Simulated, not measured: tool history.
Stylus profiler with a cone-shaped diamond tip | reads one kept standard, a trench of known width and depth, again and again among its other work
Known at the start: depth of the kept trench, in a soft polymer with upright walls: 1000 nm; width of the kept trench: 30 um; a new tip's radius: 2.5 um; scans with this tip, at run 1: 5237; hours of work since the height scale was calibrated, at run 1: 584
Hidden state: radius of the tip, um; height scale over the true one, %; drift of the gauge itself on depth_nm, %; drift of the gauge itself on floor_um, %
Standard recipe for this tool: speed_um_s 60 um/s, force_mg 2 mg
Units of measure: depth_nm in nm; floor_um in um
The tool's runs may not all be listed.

run	hour	speed_um_s	force_mg	scans with this tip	hours of work since the height scale was calibrated	depth_nm	floor_um
1	0	60	2	5237	584	1008.47	24.94
2	31	60	2	5430	605	1008.1	24.88
3	95.1	60	2	5829	649	1007.39	24.86
4	157.9	97	2	6220	693	1007.56	24.67
5	197.9	97	2	6469	721	1007.08	24.65
6	258.3	60	2	6845	763	1007.18	24.73

Run 7 is up next; what results do you expect?
7	304.2	48	1.12	7131	795	?	?

depth_nm: 1004.33 nm
floor_um: 24.65 um
Minus the tool's unlogged condition, the same run would have read depth_nm 1006.95 nm, floor_um 25.78 um.
